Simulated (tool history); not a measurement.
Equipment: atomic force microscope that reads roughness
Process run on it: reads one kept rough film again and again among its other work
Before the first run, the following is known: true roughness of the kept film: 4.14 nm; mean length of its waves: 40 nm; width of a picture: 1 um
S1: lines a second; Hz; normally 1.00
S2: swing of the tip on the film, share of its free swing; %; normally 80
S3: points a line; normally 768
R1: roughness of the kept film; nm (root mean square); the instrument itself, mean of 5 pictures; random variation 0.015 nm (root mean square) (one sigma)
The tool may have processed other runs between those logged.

Run 1, hour 0.0: usual settings. Result: R1 3.518 nm (root mean square).
Run 2, hour 26.4: usual settings but S2 64 %. Result: R1 3.534 nm (root mean square).
Run 3, hour 43.0: usual settings. Result: R1 3.355 nm (root mean square).
Run 4, hour 70.8: usual settings but S1 0.75 Hz. Result: R1 3.304 nm (root mean square).
At hour 93.3: new tip fitted.
Run 5, hour 105.3: usual settings. Result: R1 3.645 nm (root mean square).
Run 6, hour 127.6: usual settings but S3 291. Result: R1 3.551 nm (root mean square).
Run 7, hour 145.9: usual settings but S2 77 %. Result: R1 3.528 nm (root mean square).
Run 8, hour 168.4: usual settings but S2 77 %. Result: R1 3.475 nm (root mean square).
Run 9, hour 209.6: usual settings but S2 60 %. Result: R1 3.427 nm (root mean square).
At hour 238.5: new tip fitted.
Run 10, hour 244.8: usual settings but S2 60 %. Result: R1 3.804 nm (root mean square).
Run 11, hour 284.4: usual settings but S2 60 %. Result: R1 3.662 nm (root mean square).
Run 12, hour 308.2: usual settings but S2 60 %. Result: R1 3.592 nm (root mean square).
Run 13, hour 332.4: usual settings but S2 60 %. Result: R1 3.521 nm (root mean square).
Run 14, hour 370.8: usual settings but S3 295. Result: R1 3.210 nm (root mean square).
At hour 384.9: new tip fitted.
Run 15, hour 403.4: usual settings but S3 295. Result: R1 3.601 nm (root mean square).
Run 16, hour 433.2: usual settings but S1 2.17 Hz. Result: R1 3.313 nm (root mean square).
Run 17, hour 464.9: usual settings but S2 61 %, S3 368. Result: R1 3.521 nm (root mean square).
Run 18, hour 490.1: usual settings but S1 1.89 Hz, S2 61 %, S3 541. Result: R1 3.409 nm (root mean square).
Run 19, hour 524.1: usual settings but S1 2.90 Hz. Result: R1 2.939 nm (root mean square).
At hour 528.1: height scale calibrated on a step standard.
At hour 531.1: new tip fitted.
Run 20, hour 553.3: usual settings but S1 1.49 Hz, S2 62 %. Result: R1 3.700 nm (root mean square).
Run 21, hour 576.0: usual settings. Result: R1 3.551 nm (root mean square).
Run 22, hour 596.5: usual settings but S1 2.83 Hz, S2 60 %. Result: R1 3.460 nm (root mean square).
Run 23, hour 620.4: usual settings but S1 0.77 Hz, S2 62 %, S3 919. Result: R1 3.496 nm (root mean square).
Run 24, hour 642.5: usual settings but S1 0.77 Hz, S3 960. Result: R1 3.348 nm (root mean square).
Run 25, hour 669.9: usual settings but S1 1.26 Hz. Result: R1 3.174 nm (root mean square).
At hour 677.2: new tip fitted.
Run 26, hour 700.4: usual settings but S1 1.73 Hz, S2 60 %, S3 525. Result: R1 3.713 nm (root mean square).
Run 27, hour 735.6: usual settings but S1 1.73 Hz, S2 60 %, S3 525. Result: R1 3.570 nm (root mean square).
Run 28, hour 754.4: usual settings but S1 2.12 Hz, S2 72 %, S3 305. Result: R1 3.310 nm (root mean square).

The logged runs with the hidden state left out (each run's random variation unchanged):
The tool's hidden condition here consists of: radius of the tip, nm; height scale over the true one, %; drift of the gauge itself on roughness_nm, %.
run     R1
  1  3.748
  2  3.860
  3  3.722
  4  3.763
  5  3.718
  6  3.707
  7  3.751
  8  3.772
  9  3.864
 10  3.856
 11  3.860
 12  3.869
 13  3.882
 14  3.667
 15  3.697
 16  3.505
 17  3.838
 18  3.801
 19  3.390
 20  3.820
 21  3.758
 22  3.731
 23  3.856
 24  3.772
 25  3.663
 26  3.838
 27  3.827
 28  3.615
